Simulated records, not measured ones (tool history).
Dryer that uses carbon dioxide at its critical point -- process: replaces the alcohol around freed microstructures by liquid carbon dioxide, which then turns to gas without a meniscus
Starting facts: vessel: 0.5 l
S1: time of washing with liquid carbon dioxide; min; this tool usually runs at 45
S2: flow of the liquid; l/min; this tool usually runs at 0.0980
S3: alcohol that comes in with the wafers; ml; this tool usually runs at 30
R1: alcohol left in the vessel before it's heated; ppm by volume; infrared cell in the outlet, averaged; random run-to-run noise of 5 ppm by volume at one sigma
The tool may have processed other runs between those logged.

run	hour	S1	S2	S3	R1
1	0.0	45	0.0980	30	73
2	30.9	45	0.0980	30	76
3	63.1	45	0.0980	30	79
4	83.0	45	0.0980	31	75
5	105.2	45	0.0980	21	68
6	129.8	45	0.0980	21	86
7	161.2	45	0.0980	30	96
8	184.8	45	0.0980	30	86
9	215.4	45	0.0980	34	92
10	248.5	45	0.0980	34	86
11	263.9	45	0.0980	34	97
12	280.1	45	0.0980	34	98
13	298.5	45	0.0980	39	98
14	318.4	45	0.0980	30	102
15	356.7	55	0.0980	30	87
16	386.5	55	0.0980	30	95
17	422.7	45	0.0980	30	104
18	441.0	45	0.0980	30	107
19	466.8	45	0.0980	30	108
20	494.0	45	0.0980	30	113
21	529.9	45	0.0980	30	110
22	567.0	45	0.0646	30	469
23	597.0	45	0.0646	30	489
# hour 610.0: inlet filter changed
24	613.4	45	0.0646	30	367
25	651.2	45	0.0646	30	387
26	674.4	45	0.0646	30	391
27	701.2	45	0.0646	30	376
28	730.3	31	0.0834	30	561
29	749.6	45	0.1477	30	109
30	782.6	45	0.1477	30	113
31	803.3	45	0.1477	30	111
32	825.3	31	0.1210	68	219
33	850.9	45	0.1392	30	111
34	869.6	31	0.0670	91	4189
35	903.7	31	0.0670	91	4182
36	931.8	45	0.1005	33	137
37	965.3	28	0.1356	26	161
38	982.5	50	0.1356	26	124

Predict the results of run 39:
39	999.7	64	0.0980	30	?

{"run 39": {"R1": 121}}
Without the tool's hidden state the same run would have given R1 0 ppm by volume.

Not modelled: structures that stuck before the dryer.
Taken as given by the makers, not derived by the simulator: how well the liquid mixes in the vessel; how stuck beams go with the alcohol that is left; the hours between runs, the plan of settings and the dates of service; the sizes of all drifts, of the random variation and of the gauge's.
